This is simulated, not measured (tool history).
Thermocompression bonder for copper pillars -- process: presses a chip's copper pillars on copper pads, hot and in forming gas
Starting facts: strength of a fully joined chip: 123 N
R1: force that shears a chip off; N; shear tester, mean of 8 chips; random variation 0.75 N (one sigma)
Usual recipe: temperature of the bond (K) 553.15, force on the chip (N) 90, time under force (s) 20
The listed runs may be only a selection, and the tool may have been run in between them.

Run 1, hour 0.0: usual settings. Result: R1 62.9 N.
At hour 13.1: forming gas filter changed.
Run 2, hour 27.3: usual settings. Result: R1 68.1 N.
Run 3, hour 71.6: usual settings. Result: R1 66.8 N.
Run 4, hour 108.0: usual settings but force on the chip (N) 55. Result: R1 46.1 N.
Run 5, hour 153.3: usual settings. Result: R1 65.8 N.
Run 6, hour 194.4: usual settings but time under force (s) 17. Result: R1 61.7 N.

Run 7 is up next; what results do you expect?
Run 7, hour 215.2: usual settings but time under force (s) 17. Result: R1 ?.

{"run 7": {"R1": 61.7}}
With the hidden condition absent and the run-to-run variation left alone, this run would have shown R1 71.6 N.
